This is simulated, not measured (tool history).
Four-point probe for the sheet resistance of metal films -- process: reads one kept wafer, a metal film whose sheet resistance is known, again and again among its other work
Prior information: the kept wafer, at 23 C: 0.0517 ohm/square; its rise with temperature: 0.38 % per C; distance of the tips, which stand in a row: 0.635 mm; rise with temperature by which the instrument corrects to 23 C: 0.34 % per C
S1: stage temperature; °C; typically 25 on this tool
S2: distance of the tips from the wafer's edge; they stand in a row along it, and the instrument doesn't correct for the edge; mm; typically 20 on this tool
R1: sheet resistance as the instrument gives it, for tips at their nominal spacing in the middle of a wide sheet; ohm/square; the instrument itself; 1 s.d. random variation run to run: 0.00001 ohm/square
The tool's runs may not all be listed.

| run | day | S1 | S2 | R1 |
|---|---|---|---|---|
| 1 | 0 | 25 | 20 | 0.051796 |
| 2 | 1.912 | 25 | 20 | 0.0518 |
| 3 | 4.8 | 25 | 20 | 0.051799 |
| 4 | 8.412 | 25 | 20 | 0.051799 |
| 5 | 12.15 | 25 | 20 | 0.051805 |
|  | 12.962 | stage's thermometer calibrated |
| 6 | 16.304 | 20 | 20 | 0.051872 |
| 7 | 18.933 | 20 | 20 | 0.051866 |
| 8 | 23.3 | 30 | 20 | 0.052066 |
| 9 | 26.221 | 30 | 20 | 0.05207 |
| 10 | 30.475 | 25 | 5 | 0.052407 |
| 11 | 34.662 | 25 | 61 | 0.051948 |
| 12 | 37.3 | 25 | 61 | 0.051967 |
| 13 | 40.088 | 25 | 17 | 0.052005 |
| 14 | 42.429 | 25 | 17 | 0.052009 |
| 15 | 46.754 | 24 | 17 | 0.052003 |
| 16 | 50.417 | 24 | 17 | 0.051993 |
| 17 | 52.458 | 25 | 38 | 0.052004 |
| 18 | 56.875 | 25 | 38 | 0.051984 |
| 19 | 61.171 | 25 | 38 | 0.052005 |
| 20 | 64.35 | 21 | 64 | 0.051919 |
| 21 | 67.567 | 21 | 14 | 0.051985 |
| 22 | 69.596 | 27 | 56 | 0.052052 |
| 23 | 73.683 | 27 | 56 | 0.052057 |
| 24 | 77.617 | 19 | 10 | 0.052031 |
|  | 79.792 | new probe head fitted |
| 25 | 81.35 | 19 | 10 | 0.051761 |
| 26 | 83.758 | 26 | 10 | 0.051919 |
| 27 | 86.633 | 30 | 55 | 0.051873 |
| 28 | 89.629 | 30 | 55 | 0.051901 |
| 29 | 93.096 | 19 | 4 | 0.052377 |
| 30 | 95.346 | 35 | 4 | 0.052675 |
| 31 | 97.346 | 27 | 48 | 0.051852 |
| 32 | 99.712 | 33 | 64 | 0.051965 |
| 33 | 103.533 | 19 | 6 | 0.052006 |
| 34 | 107.996 | 25 | 11 | 0.051912 |
| 35 | 110.133 | 21 | 47 | 0.051748 |

Alternative continuations, all from the tool just after run 35; predict every row:
| A | 112.333 | 25 | 6 | ? |
| B | 112.333 | 35 | 10 | ? |
| C | 112.333 | 26 | 7 | ? |
| D | 112.333 | 30 | 47 | ? |
| E | 112.333 | 19 | 13 | ? |

| run | R1 |
|---|---|
| A | 0.052141 |
| B | 0.052135 |
| C | 0.052076 |
| D | 0.051925 |
| E | 0.051787 |
The same runs, with their run-to-run variation unchanged, on a tool lacking any hidden condition would have given:
| run | R1 |
|---|---|
| A | 0.052048 |
| B | 0.052037 |
| C | 0.051982 |
| D | 0.05183 |
| E | 0.051697 |

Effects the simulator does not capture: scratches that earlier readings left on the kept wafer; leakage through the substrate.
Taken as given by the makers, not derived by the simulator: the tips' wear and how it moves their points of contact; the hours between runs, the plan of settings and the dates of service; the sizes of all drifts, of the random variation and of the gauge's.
